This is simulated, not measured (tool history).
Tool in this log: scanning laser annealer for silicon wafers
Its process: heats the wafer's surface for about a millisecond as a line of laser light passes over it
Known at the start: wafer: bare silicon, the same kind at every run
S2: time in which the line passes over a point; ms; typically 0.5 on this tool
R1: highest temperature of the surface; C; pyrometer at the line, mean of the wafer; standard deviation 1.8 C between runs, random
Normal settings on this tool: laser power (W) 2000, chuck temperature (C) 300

{"run": 1, "hour": 0.0, "laser power (W)": 2000, "S2": 0.5, "chuck temperature (C)": 300, "R1": 1053}
{"run": 2, "hour": 38.7, "laser power (W)": 2000, "S2": 0.5, "chuck temperature (C)": 300, "R1": 1052}
{"run": 3, "hour": 68.0, "laser power (W)": 2000, "S2": 0.392, "chuck temperature (C)": 300, "R1": 955}
{"run": 4, "hour": 99.3, "laser power (W)": 2000, "S2": 0.392, "chuck temperature (C)": 300, "R1": 951}
{"run": 5, "hour": 146.1, "laser power (W)": 2000, "S2": 0.392, "chuck temperature (C)": 300, "R1": 948}
{"hour": 151.1, "done": "window over the wafer cleaned"}
{"run": 6, "hour": 173.1, "laser power (W)": 2000, "S2": 0.389, "chuck temperature (C)": 300, "R1": 924}
{"run": 7, "hour": 216.1, "laser power (W)": 2000, "S2": 0.389, "chuck temperature (C)": 300, "R1": 925}
{"run": 8, "hour": 251.1, "laser power (W)": 2000, "S2": 0.389, "chuck temperature (C)": 300, "R1": 917}
{"run": 9, "hour": 293.1, "laser power (W)": 2173, "S2": 0.387, "chuck temperature (C)": 292, "R1": 970}
{"run": 10, "hour": 334.8, "laser power (W)": 2173, "S2": 0.387, "chuck temperature (C)": 292, "R1": 965}
{"run": 11, "hour": 379.8, "laser power (W)": 2173, "S2": 0.387, "chuck temperature (C)": 292, "R1": 961}
{"run": 12, "hour": 410.0, "laser power (W)": 1956, "S2": 0.484, "chuck temperature (C)": 300, "R1": 958}
{"hour": 414.8, "done": "window over the wafer cleaned, once more"}
{"run": 13, "hour": 445.7, "laser power (W)": 1934, "S2": 0.5, "chuck temperature (C)": 300, "R1": 1040}

Below are 3 alternative next runs, each starting from the tool's condition after run 13. Predict each:
{"run": "A", "hour": 493.5, "laser power (W)": 1864, "S2": 0.497, "chuck temperature (C)": 262, "R1": "?"}
{"run": "B", "hour": 493.5, "laser power (W)": 2000, "S2": 0.367, "chuck temperature (C)": 317, "R1": "?"}
{"run": "C", "hour": 493.5, "laser power (W)": 1711, "S2": 0.361, "chuck temperature (C)": 275, "R1": "?"}

run=A R1=960
run=B R1=959
run=C R1=803
With no hidden state in the tool, these same runs would have given:
run=A R1=970
run=B R1=969
run=C R1=811
